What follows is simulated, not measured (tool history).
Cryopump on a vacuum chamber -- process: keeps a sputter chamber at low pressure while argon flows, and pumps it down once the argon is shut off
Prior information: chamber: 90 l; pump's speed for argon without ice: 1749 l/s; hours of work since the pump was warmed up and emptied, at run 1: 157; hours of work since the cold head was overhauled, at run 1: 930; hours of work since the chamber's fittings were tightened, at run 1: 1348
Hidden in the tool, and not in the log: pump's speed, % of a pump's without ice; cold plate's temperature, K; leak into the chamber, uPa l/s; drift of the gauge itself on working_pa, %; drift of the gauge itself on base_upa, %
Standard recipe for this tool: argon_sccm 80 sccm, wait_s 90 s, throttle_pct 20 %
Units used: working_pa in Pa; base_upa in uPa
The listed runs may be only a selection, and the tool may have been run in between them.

run	hour	argon_sccm	wait_s	throttle_pct	hours of work since the pump was warmed up and emptied	hours of work since the cold head was overhauled	hours of work since the chamber's fittings were tightened	working_pa	base_upa
1	0	80	90	20	157	930	1348	0.3924	1.57
2	27.6	80	90	20	175	948	1365	0.3936	1.59
3	66.1	80	90	20	199	972	1390	0.3938	1.6
4	106.5	45	90	20	225	998	1415	0.2206	1.66
5	129.2	45	90	20	239	1012	1430	0.2218	1.6
6	161	45	90	20	259	1032	1450	0.2208	1.66
7	191.3	45	90	20	278	1052	1469	0.2227	1.65
8	230.6	45	90	20	303	1076	1494	0.2236	1.68
9	251.2	80	90	20	316	1089	1507	0.3956	1.69
10	278	80	90	20	333	1106	1524	0.3966	1.72
11	318.4	80	90	20	359	1132	1549	0.3972	1.76
12	346	80	90	20	376	1149	1567	0.3999	1.78
13	368	80	90	20	390	1163	1581	0.3982	1.84
14	404.3	80	74	20	413	1186	1604	0.3985	1.91
15	429.1	80	74	20	429	1202	1620	0.4007	1.89
16	463.4	80	90	20	451	1224	1641	0.3992	1.83
17	505.1	80	90	20	477	1250	1668	0.4019	1.9
18	549.3	80	285	17	505	1278	1696	0.4711	1.61
19	574.5	80	285	17	521	1294	1712	0.4685	1.62
20	608.5	148	212	33	542	1316	1733	0.4685	1.69
21	644.4	107	90	20	565	1338	1756	0.5426	2.04
22	665.1	80	50	20	578	1351	1769	0.4078	2.33
23	687.2	46	25	20	592	1365	1783	0.2331	3.17
24	720.1	49	90	20	613	1386	1804	0.2488	2.09
25	758.1	38	245	46	637	1410	1828	0.0901	1.87
26	790.2	32	189	16	657	1431	1848	0.2005	1.9
27	808.7	80	131	20	669	1442	1860	0.4103	2.04
28	851.9	80	98	31	696	1470	1887	0.2722	2.18
29	891.6	80	77	21	722	1495	1912	0.3914	2.28
30	932.7	75	79	56	748	1521	1938	0.1547	2.34
# hour 947.2: pump warmed up, emptied and cooled again
31	958.1	75	79	56	7	1534	1951	0.1309	1.95
32	994.2	75	79	56	30	1557	1974	0.1303	1.91
33	1027.7	75	79	56	51	1578	1995	0.1318	1.98
34	1048.2	80	65	32	64	1591	2008	0.2447	2.04

Here are 3 independent what-if runs from the current tool condition. What would each one return?
A	1071.5	80	65	24	79	1605	2023	?	?
B	1071.5	159	24	26	79	1605	2023	?	?
C	1071.5	80	65	35	79	1605	2023	?	?

run	working_pa	base_upa
A	0.3242	2.12
B	0.6003	3.03
C	0.2234	2.05
What these runs would have given with no unlogged condition in the tool:
run	working_pa	base_upa
A	0.321	0.8
B	0.5939	1.77
C	0.2202	0.76

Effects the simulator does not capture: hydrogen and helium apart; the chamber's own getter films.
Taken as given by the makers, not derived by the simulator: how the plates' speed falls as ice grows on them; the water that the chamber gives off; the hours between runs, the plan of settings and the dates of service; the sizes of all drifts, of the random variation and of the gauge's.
